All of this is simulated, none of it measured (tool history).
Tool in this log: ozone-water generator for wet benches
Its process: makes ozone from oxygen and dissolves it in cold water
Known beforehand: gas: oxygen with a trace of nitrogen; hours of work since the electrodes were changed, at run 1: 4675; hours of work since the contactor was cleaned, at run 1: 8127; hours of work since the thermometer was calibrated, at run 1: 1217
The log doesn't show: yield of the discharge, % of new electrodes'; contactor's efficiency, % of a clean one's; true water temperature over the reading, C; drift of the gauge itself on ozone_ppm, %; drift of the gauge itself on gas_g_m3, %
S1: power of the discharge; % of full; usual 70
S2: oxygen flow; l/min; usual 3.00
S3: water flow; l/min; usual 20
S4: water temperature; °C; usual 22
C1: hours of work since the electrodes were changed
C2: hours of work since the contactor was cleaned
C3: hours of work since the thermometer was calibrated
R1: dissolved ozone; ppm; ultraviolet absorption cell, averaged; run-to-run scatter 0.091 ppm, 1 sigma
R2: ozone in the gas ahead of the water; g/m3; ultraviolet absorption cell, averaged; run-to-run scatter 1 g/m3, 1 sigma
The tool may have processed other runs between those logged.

Run 1, hour 0.0: usual settings; C1 4675; C2 8127; C3 1217. Result: R1 12.23 ppm, R2 168.0 g/m3.
Run 2, hour 204.6: usual settings; C1 4847; C2 8300; C3 1390. Result: R1 12.24 ppm, R2 169.3 g/m3.
Run 3, hour 335.4: usual settings but S3 16 l/min; C1 4958; C2 8411; C3 1501. Result: R1 15.10 ppm, R2 167.8 g/m3.
At hour 509.2: contactor cleaned.
Run 4, hour 520.2: usual settings but S3 16 l/min; C1 5110; C2 9; C3 1653. Result: R1 14.89 ppm, R2 166.7 g/m3.
Run 5, hour 706.6: usual settings but S3 14 l/min; C1 5268; C2 167; C3 1811. Result: R1 16.31 ppm, R2 166.1 g/m3.
Run 6, hour 898.3: usual settings; C1 5430; C2 329; C3 1973. Result: R1 12.09 ppm, R2 166.2 g/m3.
Run 7, hour 1051.6: usual settings; C1 5559; C2 458; C3 2102. Result: R1 11.81 ppm, R2 165.8 g/m3.
At hour 1234.0: contactor cleaned, once more.
Run 8, hour 1244.7: usual settings; C1 5719; C2 9; C3 2262. Result: R1 12.49 ppm, R2 165.2 g/m3.
Run 9, hour 1442.6: usual settings; C1 5886; C2 176; C3 2429. Result: R1 12.45 ppm, R2 166.2 g/m3.
Run 10, hour 1532.3: usual settings; C1 5962; C2 252; C3 2504. Result: R1 12.48 ppm, R2 165.9 g/m3.
Run 11, hour 1726.2: usual settings; C1 6125; C2 416; C3 2668. Result: R1 12.36 ppm, R2 162.1 g/m3.
Run 12, hour 1851.0: usual settings; C1 6231; C2 521; C3 2774. Result: R1 12.51 ppm, R2 162.0 g/m3.
Run 13, hour 2041.3: usual settings; C1 6391; C2 682; C3 2934. Result: R1 12.39 ppm, R2 163.5 g/m3.
Run 14, hour 2204.0: usual settings but S2 2.62 l/min, S3 30 l/min; C1 6529; C2 819; C3 3072. Result: R1 7.86 ppm, R2 176.8 g/m3.
Run 15, hour 2375.2: usual settings but S2 2.62 l/min, S3 30 l/min, S4 14 °C; C1 6673; C2 964; C3 3216. Result: R1 8.43 ppm, R2 176.8 g/m3.
Run 16, hour 2495.5: usual settings but S1 46 % of full, S2 2.27 l/min; C1 6775; C2 1065; C3 3318. Result: R1 9.07 ppm, R2 148.0 g/m3.
Run 17, hour 2627.7: usual settings but S1 44 % of full, S2 2.27 l/min, S3 14 l/min; C1 6887; C2 1177; C3 3429. Result: R1 12.41 ppm, R2 141.9 g/m3.
Run 18, hour 2745.9: usual settings but S1 41 % of full, S2 2.41 l/min, S3 31 l/min; C1 6986; C2 1277; C3 3529. Result: R1 5.46 ppm, R2 133.3 g/m3.
Run 19, hour 2902.9: usual settings but S1 41 % of full, S2 4.90 l/min, S3 31 l/min, S4 28 °C; C1 7119; C2 1409; C3 3662. Result: R1 5.77 ppm, R2 93.1 g/m3.
Run 20, hour 3079.0: usual settings but S1 58 % of full, S3 26 l/min; C1 7268; C2 1558; C3 3810. Result: R1 8.32 ppm, R2 144.6 g/m3.
Run 21, hour 3203.4: usual settings but S1 58 % of full, S3 26 l/min; C1 7373; C2 1663; C3 3915. Result: R1 8.49 ppm, R2 143.9 g/m3.
Run 22, hour 3386.6: usual settings but S1 58 % of full, S3 26 l/min; C1 7527; C2 1818; C3 4070. Result: R1 8.28 ppm, R2 144.3 g/m3.
Run 23, hour 3496.6: usual settings but S2 4.25 l/min; C1 7620; C2 1910; C3 4163. Result: R1 12.50 ppm, R2 135.2 g/m3.
Run 24, hour 3682.0: usual settings but S1 67 % of full; C1 7777; C2 2067; C3 4320. Result: R1 11.65 ppm, R2 155.8 g/m3.
Run 25, hour 3855.0: usual settings but S1 47 % of full, S2 1.86 l/min, S3 13 l/min, S4 29 °C; C1 7923; C2 2213; C3 4466. Result: R1 12.20 ppm, R2 162.3 g/m3.
Run 26, hour 3953.4: usual settings but S1 88 % of full, S2 3.82 l/min, S3 29 l/min, S4 19 °C; C1 8006; C2 2296; C3 4549. Result: R1 10.14 ppm, R2 164.0 g/m3.

Here are 3 independent what-if runs from the current tool condition. What would each one return?
Run A, hour 4090.0: usual settings but S4 20 °C; C1 8121; C2 2412; C3 4664. Result: R1 ?, R2 ?.
Run B, hour 4090.0: usual settings but S2 1.97 l/min, S3 17 l/min; C1 8121; C2 2412; C3 4664. Result: R1 ?, R2 ?.
Run C, hour 4090.0: usual settings but S3 14 l/min; C1 8121; C2 2412; C3 4664. Result: R1 ?, R2 ?.

run     R1     R2
  A  12.42  161.5
  B  13.11  198.6
  C  16.41  162.3
The same runs, with their run-to-run variation unchanged, on a tool lacking any hidden condition would have given:
run     R1     R2
  A  13.74  176.4
  B  14.49  217.0
  C  18.14  177.3
